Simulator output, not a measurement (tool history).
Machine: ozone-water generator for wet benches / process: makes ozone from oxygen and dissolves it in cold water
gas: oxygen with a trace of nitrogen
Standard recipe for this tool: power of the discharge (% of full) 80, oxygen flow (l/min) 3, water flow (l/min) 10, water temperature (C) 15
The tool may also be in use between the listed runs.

run   hour  power of the discharge (% of full)  oxygen flow (l/min)  water flow (l/min)  water temperature (C)  dissolved ozone (ppm)  ozone in the gas ahead of the water (g/m3)
  1      0                                  80                    3                  10                     15                   17.4                                       153.6
  2   25.8                                  80                    3                  10                     15                   17.4                                       154.3
  3     55                                  80                    3                  10                     15                   17.2                                       155.6
  4   84.7                                  80                    3                  12                     15                   14.9                                       155.1
  5  109.7                                  80                    3                  12                     15                   14.8                                       156.1
  6  139.3                                  80                    3                  10                     10                   18.6                                       155.6
  7  160.3                                  80                    3                  10                     10                   18.5                                       155.8
  8    186                                  80                    3                  10                     13                   17.7                                       154.4
  9  212.7                                  80                    3                  11                     15                   16.2                                       154.5
 10  238.8                                  80                    3                  11                     15                   15.9                                       157.7
 11  263.5                                  80                    3                  11                     15                     16                                       155.7
 12  279.8                                  80                    3                  11                     15                     16                                       156.5
 13  297.3                                  67                    3                  10                     15                   15.1                                       137.9
 14  315.1                                  82                 1.79                  10                     10                   19.3                                       225.9
 15  330.1                                  65                 1.97                   9                     16                   17.3                                       183.1
 16  361.1                                  65                 1.97                   9                     16                     17                                       183.7
 17  386.4                                  62                    3                  11                     15                   13.5                                       132.5
 18    417                                  47                 3.94                  13                     22                    8.6                                        91.5
 19  442.5                                  47                 2.72                  13                      9                   10.4                                       119.5
 20  455.7                                  80                 1.88                  10                     15                   18.1                                       219.3
 21  472.4                                  80                 3.96                  10                     15                   16.2                                       128.9

What if the next run were any one of these 5? Each begins from the tool's condition after run 21:
  A  502.6                                  51                    3                   9                      7                      ?                                           ?
  B  502.6                                  80                 2.47                   7                     16                      ?                                           ?
  C  502.6                                  80                    3                  10                     15                      ?                                           ?
  D  502.6                                  80                 4.38                  11                     15                      ?                                           ?
  E  502.6                                  80                    3                   9                     15                      ?                                           ?

run  dissolved ozone (ppm)  ozone in the gas ahead of the water (g/m3)
  A                   15.5                                       116.9
  B                   23.2                                       181.6
  C                   17.2                                       157.3
  D                   14.7                                       120.8
  E                   18.6                                       155.9
Without the tool's unlogged condition, the same runs would have read:
run  dissolved ozone (ppm)  ozone in the gas ahead of the water (g/m3)
  A                   15.5                                       113.9
  B                   23.2                                       177.1
  C                   17.2                                       153.5
  D                   14.7                                       117.8
  E                   18.6                                       152.1
